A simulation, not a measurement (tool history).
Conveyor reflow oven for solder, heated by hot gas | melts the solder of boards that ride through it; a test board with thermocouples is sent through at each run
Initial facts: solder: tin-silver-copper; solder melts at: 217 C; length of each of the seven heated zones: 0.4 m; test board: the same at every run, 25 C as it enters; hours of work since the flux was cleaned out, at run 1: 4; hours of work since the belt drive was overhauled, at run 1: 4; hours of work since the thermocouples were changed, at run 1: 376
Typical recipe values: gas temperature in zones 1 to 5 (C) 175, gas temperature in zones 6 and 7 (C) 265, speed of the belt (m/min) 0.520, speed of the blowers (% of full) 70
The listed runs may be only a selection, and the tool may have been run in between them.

run     day  gas temperature in zones 1 to 5 (C)  gas temperature in zones 6 and 7 (C)  speed of the belt (m/min)  speed of the blowers (% of full)  hours of work since the flux was cleaned out  hours of work since the belt drive was overhauled  hours of work since the thermocouples were changed  highest temperature of the board (C)  time above the solder's melting point (s)
  1   0.000                                  175                                   265                      0.520                                70                                             4                                                  4                                                 376                                 251.1                                       70.6
  2   0.754                                  179                                   265                      0.520                                70                                            14                                                 14                                                 385                                 251.8                                       71.5
  3   1.533                                  179                                   265                      0.520                                70                                            23                                                 23                                                 395                                 251.4                                       72.6
  4   2.158                                  179                                   265                      0.520                                70                                            31                                                 31                                                 402                                 251.8                                       72.2
  5   2.875                                  177                                   265                      0.520                                70                                            39                                                 39                                                 411                                 251.7                                       71.2
  6   3.450                                  175                                   265                      0.513                                70                                            46                                                 46                                                 418                                 251.3                                       70.0
  7   3.846                                  175                                   265                      0.513                                70                                            51                                                 51                                                 423                                 251.6                                       70.6
  8   4.267                                  175                                   265                      0.513                                70                                            56                                                 56                                                 428                                 251.1                                       71.4
  9   4.925                                  175                                   265                      0.520                                70                                            64                                                 64                                                 436                                 251.7                                       70.8
 10   5.512                                  175                                   269                      0.520                                70                                            71                                                 71                                                 443                                 254.2                                       72.6
 11   6.192                                  175                                   265                      0.520                                70                                            79                                                 79                                                 451                                 251.5                                       69.4
 12   6.738                                  175                                   265                      0.520                                70                                            86                                                 86                                                 458                                 250.9                                       69.4
 13   7.504                                  175                                   265                      0.520                                81                                            95                                                 95                                                 467                                 252.8                                       71.5
 14   8.317                                  175                                   265                      0.520                                81                                           105                                                105                                                 477                                 253.2                                       72.3
 15   8.700                                  175                                   265                      0.520                                81                                           109                                                109                                                 481                                 252.8                                       72.6
 16   9.608                                  175                                   265                      0.436                                79                                           120                                                120                                                 492                                 256.5                                       90.1
      9.846  -- belt drive overhauled, speed set with a stopwatch
 17  10.396                                  161                                   265                      0.436                                62                                           128                                                  7                                                 500                                 251.3                                       78.1
 18  11.188                                  164                                   265                      0.423                                62                                           137                                                 16                                                 509                                 252.6                                       84.6
 19  11.596                                  175                                   274                      0.496                                86                                           142                                                 21                                                 514                                 263.4                                       84.5
 20  12.062                                  160                                   277                      0.554                                63                                           148                                                 27                                                 520                                 254.4                                       61.4
     12.500  -- belt drive overhauled, speed set with a stopwatch, once more
 21  12.846                                  181                                   265                      0.441                                70                                           155                                                  4                                                 527                                 255.3                                       90.2
 22  13.754                                  181                                   265                      0.441                                70                                           166                                                 15                                                 538                                 255.0                                       90.7
 23  14.238                                  187                                   254                      0.520                                70                                           172                                                 21                                                 544                                 243.0                                       67.4
 24  15.088                                  164                                   265                      0.520                                70                                           182                                                 31                                                 554                                 248.7                                       62.0
 25  15.938                                  161                                   265                      0.520                                85                                           193                                                 41                                                 564                                 251.8                                       65.5
 26  16.571                                  169                                   257                      0.578                                70                                           200                                                 49                                                 572                                 239.7                                       46.2
 27  17.100                                  189                                   254                      0.573                                85                                           207                                                 55                                                 578                                 243.2                                       62.5
 28  17.867                                  189                                   254                      0.573                                85                                           216                                                 65                                                 588                                 242.7                                       62.4
 29  18.738                                  169                                   265                      0.520                                52                                           226                                                 75                                                 598                                 244.1                                       56.9
 30  19.512                                  169                                   265                      0.420                                85                                           236                                                 85                                                 607                                 256.5                                       92.8

Some steps in highest temperature of the board (C), run to run, broken into two amounts with sign: the step expected even without the hidden condition (settings, incoming material, random variation), and the rest, left for the hidden condition together with whatever gauge scatter is not in both the measured and the hidden-condition-free result:
The tool's hidden condition here consists of: heat that the gas passes to the board, % of a clean oven's; belt's true speed, % of the reading; true gas temperature in zones 6 and 7 over the reading, C; drift of the gauge itself on peak_c, C; drift of the gauge itself on liquid_s, %.
Run 1 -> 2: gas temperature in zones 1 to 5 (C) 175 -> 179. highest temperature of the board (C) +0.7: hidden state -0.1, all else +0.8.
Run 22 -> 23: gas temperature in zones 1 to 5 (C) 181 -> 187, gas temperature in zones 6 and 7 (C) 265 -> 254, speed of the belt (m/min) 0.441 -> 0.520. highest temperature of the board (C) -12.0: hidden state +0.0, all else -12.0.
Run 23 -> 24: gas temperature in zones 1 to 5 (C) 187 -> 164, gas temperature in zones 6 and 7 (C) 254 -> 265. highest temperature of the board (C) +5.7: hidden state -0.5, all else +6.2.
Run 25 -> 26: gas temperature in zones 1 to 5 (C) 161 -> 169, gas temperature in zones 6 and 7 (C) 265 -> 257, speed of the belt (m/min) 0.520 -> 0.578, speed of the blowers (% of full) 85 -> 70. highest temperature of the board (C) -12.1: hidden state +0.1, all else -12.2.
Run 26 -> 27: gas temperature in zones 1 to 5 (C) 169 -> 189, gas temperature in zones 6 and 7 (C) 257 -> 254, speed of the belt (m/min) 0.578 -> 0.573, speed of the blowers (% of full) 70 -> 85. highest temperature of the board (C) +3.5: hidden state +0.2, all else +3.3.
Run 29 -> 30: speed of the belt (m/min) 0.520 -> 0.420, speed of the blowers (% of full) 52 -> 85. highest temperature of the board (C) +12.4: hidden state +0.0, all else +12.4.
